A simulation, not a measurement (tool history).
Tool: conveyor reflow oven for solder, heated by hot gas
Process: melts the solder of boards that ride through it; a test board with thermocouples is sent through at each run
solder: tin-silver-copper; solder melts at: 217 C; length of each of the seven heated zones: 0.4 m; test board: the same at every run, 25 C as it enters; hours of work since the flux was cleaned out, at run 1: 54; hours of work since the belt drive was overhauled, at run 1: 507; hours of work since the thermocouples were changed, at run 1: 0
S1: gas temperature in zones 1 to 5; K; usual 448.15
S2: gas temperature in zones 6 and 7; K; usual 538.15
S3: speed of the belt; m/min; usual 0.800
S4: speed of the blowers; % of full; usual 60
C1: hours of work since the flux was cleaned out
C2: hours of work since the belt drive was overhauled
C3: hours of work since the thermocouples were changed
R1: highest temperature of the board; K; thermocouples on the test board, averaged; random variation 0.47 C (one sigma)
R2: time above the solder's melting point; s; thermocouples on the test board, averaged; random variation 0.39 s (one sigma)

| run | hour | S1 | S2 | S3 | S4 | C1 | C2 | C3 | R1 | R2 |
|---|---|---|---|---|---|---|---|---|---|---|
| 1 | 0.0 | 448.15 | 538.15 | 0.800 | 60 | 54 | 507 | 0 | 519.95 | 42.3 |
| 2 | 21.6 | 448.15 | 538.15 | 0.800 | 60 | 67 | 521 | 14 | 519.65 | 41.4 |
| 3 | 43.8 | 448.15 | 538.15 | 0.800 | 60 | 81 | 535 | 28 | 520.75 | 41.2 |
| 4 | 62.5 | 448.15 | 538.15 | 0.800 | 60 | 93 | 547 | 39 | 520.35 | 41.5 |
| 5 | 76.7 | 434.15 | 538.15 | 0.800 | 60 | 102 | 556 | 48 | 516.45 | 35.6 |
| 6 | 91.9 | 448.15 | 538.15 | 0.800 | 60 | 112 | 565 | 58 | 519.55 | 41.1 |
| 7 | 110.2 | 448.15 | 538.15 | 0.800 | 60 | 123 | 577 | 70 | 519.65 | 41.3 |
| 8 | 130.5 | 448.15 | 538.15 | 0.800 | 60 | 136 | 590 | 82 | 519.15 | 41.5 |
| 9 | 142.5 | 448.15 | 538.15 | 0.800 | 60 | 144 | 597 | 90 | 519.05 | 41.2 |
| 10 | 159.4 | 448.15 | 538.15 | 0.800 | 60 | 154 | 608 | 101 | 518.85 | 40.9 |
| 11 | 174.7 | 443.15 | 538.15 | 0.811 | 60 | 164 | 617 | 110 | 517.15 | 37.9 |
|  | 181.0 | flux residue cleaned out of gas plates and filters |
| 12 | 201.0 | 443.15 | 538.15 | 0.811 | 60 | 13 | 631 | 124 | 516.35 | 37.5 |
| 13 | 219.6 | 443.15 | 538.15 | 0.828 | 90 | 24 | 643 | 135 | 519.75 | 40.3 |
| 14 | 238.0 | 443.15 | 526.15 | 0.957 | 90 | 36 | 654 | 147 | 505.65 | 22.1 |
| 15 | 253.4 | 454.15 | 526.15 | 0.892 | 58 | 46 | 664 | 157 | 505.15 | 25.3 |
| 16 | 274.4 | 448.15 | 538.15 | 0.800 | 77 | 59 | 677 | 170 | 519.65 | 42.3 |
| 17 | 293.4 | 448.15 | 538.15 | 0.800 | 77 | 71 | 689 | 182 | 520.85 | 41.1 |
| 18 | 311.7 | 448.15 | 537.15 | 0.655 | 75 | 83 | 701 | 194 | 524.95 | 56.6 |
| 19 | 333.7 | 458.15 | 538.15 | 0.757 | 60 | 96 | 715 | 207 | 521.15 | 49.0 |

3 ways to go on from here, each from the tool as it stands after run 19. What would each give?
| A | 349.2 | 456.15 | 538.15 | 0.757 | 81 | 106 | 724 | 217 | ? | ? |
| B | 349.2 | 460.15 | 538.15 | 0.757 | 60 | 106 | 724 | 217 | ? | ? |
| C | 349.2 | 441.15 | 538.15 | 0.856 | 88 | 106 | 724 | 217 | ? | ? |

| run | R1 | R2 |
|---|---|---|
| A | 522.95 | 49.8 |
| B | 521.45 | 49.7 |
| C | 516.95 | 36.1 |
Without the tool's hidden state the same runs would have given:
| run | R1 | R2 |
|---|---|---|
| A | 526.25 | 51.5 |
| B | 524.45 | 51.5 |
| C | 521.15 | 39.1 |

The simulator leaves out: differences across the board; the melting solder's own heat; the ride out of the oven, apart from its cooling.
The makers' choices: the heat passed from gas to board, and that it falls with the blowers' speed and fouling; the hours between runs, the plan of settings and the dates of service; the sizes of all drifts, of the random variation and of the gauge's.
